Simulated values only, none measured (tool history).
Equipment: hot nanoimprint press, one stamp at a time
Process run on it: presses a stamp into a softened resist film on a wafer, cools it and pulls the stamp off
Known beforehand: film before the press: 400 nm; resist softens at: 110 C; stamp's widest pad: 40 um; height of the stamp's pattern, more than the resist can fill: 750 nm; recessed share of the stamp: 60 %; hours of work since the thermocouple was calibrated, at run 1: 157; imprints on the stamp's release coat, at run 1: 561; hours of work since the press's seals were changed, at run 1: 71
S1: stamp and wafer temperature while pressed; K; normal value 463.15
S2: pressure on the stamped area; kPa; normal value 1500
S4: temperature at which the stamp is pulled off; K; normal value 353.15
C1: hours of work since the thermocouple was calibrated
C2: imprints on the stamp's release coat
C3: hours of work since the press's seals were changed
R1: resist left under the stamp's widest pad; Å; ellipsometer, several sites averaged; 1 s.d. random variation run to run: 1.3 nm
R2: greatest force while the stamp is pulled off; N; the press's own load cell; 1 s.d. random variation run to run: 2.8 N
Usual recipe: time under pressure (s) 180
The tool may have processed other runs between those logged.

Run 1, day 0.000: usual settings; C1 157; C2 561; C3 71. Result: R1 1885 Å, R2 160 N.
Run 2, day 0.388: usual settings; C1 163; C2 603; C3 77. Result: R1 1890 Å, R2 160 N.
Run 3, day 0.667: usual settings; C1 167; C2 634; C3 82. Result: R1 1897 Å, R2 155 N.
Run 4, day 1.054: usual settings; C1 173; C2 676; C3 88. Result: R1 1883 Å, R2 158 N.
Run 5, day 1.342: usual settings; C1 178; C2 708; C3 92. Result: R1 1872 Å, R2 158 N.
Run 6, day 1.675: usual settings; C1 183; C2 744; C3 97. Result: R1 1897 Å, R2 158 N.
Run 7, day 1.883: usual settings; C1 186; C2 767; C3 101. Result: R1 1900 Å, R2 155 N.
At day 2.267: stamp cleaned and given a new release coat.
Run 8, day 2.338: usual settings; C1 189; C2 8; C3 104. Result: R1 1871 Å, R2 144 N.
Run 9, day 2.688: usual settings but S1 460.15 K, S2 2040 kPa, S4 350.15 K; C1 195; C2 46; C3 109. Result: R1 1838 Å, R2 159 N.
Run 10, day 3.079: usual settings but S1 460.15 K, S2 2040 kPa, S4 350.15 K; C1 201; C2 89; C3 115. Result: R1 1847 Å, R2 157 N.
At day 3.246: plate thermocouple calibrated.
Run 11, day 3.458: usual settings but S1 460.15 K, S2 2040 kPa, S4 350.15 K; C1 3; C2 117; C3 119. Result: R1 1845 Å, R2 154 N.
Run 12, day 3.846: usual settings but time under pressure (s) 136; C1 9; C2 159; C3 125. Result: R1 2068 Å, R2 141 N.
Run 13, day 4.271: usual settings but S1 456.15 K, S2 1700 kPa, time under pressure (s) 117, S4 350.15 K; C1 16; C2 206; C3 132. Result: R1 2630 Å, R2 155 N.
Run 14, day 4.725: usual settings but S1 456.15 K, S2 1700 kPa, time under pressure (s) 117, S4 350.15 K; C1 23; C2 256; C3 139. Result: R1 2657 Å, R2 162 N.
Run 15, day 5.192: usual settings but S1 456.15 K, S2 1700 kPa, time under pressure (s) 117, S4 350.15 K; C1 30; C2 307; C3 146. Result: R1 2660 Å, R2 159 N.
Run 16, day 5.471: usual settings but S1 466.15 K, S2 2150 kPa, time under pressure (s) 175, S4 351.15 K; C1 34; C2 338; C3 150. Result: R1 1393 Å, R2 164 N.

Forecast each of these 3 alternatives for the next run:
Run A, day 5.808: usual settings but time under pressure (s) 209; C1 40; C2 375; C3 156. Result: R1 ?, R2 ?.
Run B, day 5.808: usual settings but S2 1080 kPa, time under pressure (s) 160, S4 354.15 K; C1 40; C2 375; C3 156. Result: R1 ?, R2 ?.
Run C, day 5.808: usual settings but S1 466.15 K, S2 930 kPa, time under pressure (s) 175, S4 351.15 K; C1 40; C2 375; C3 156. Result: R1 ?, R2 ?.

run    R1   R2
  A  1775  154
  B  2243  147
  C  2087  159
Stripped of hidden state, with their random variation kept, the same runs would have yielded:
run    R1   R2
  A  1816  149
  B  2290  141
  C  2133  153

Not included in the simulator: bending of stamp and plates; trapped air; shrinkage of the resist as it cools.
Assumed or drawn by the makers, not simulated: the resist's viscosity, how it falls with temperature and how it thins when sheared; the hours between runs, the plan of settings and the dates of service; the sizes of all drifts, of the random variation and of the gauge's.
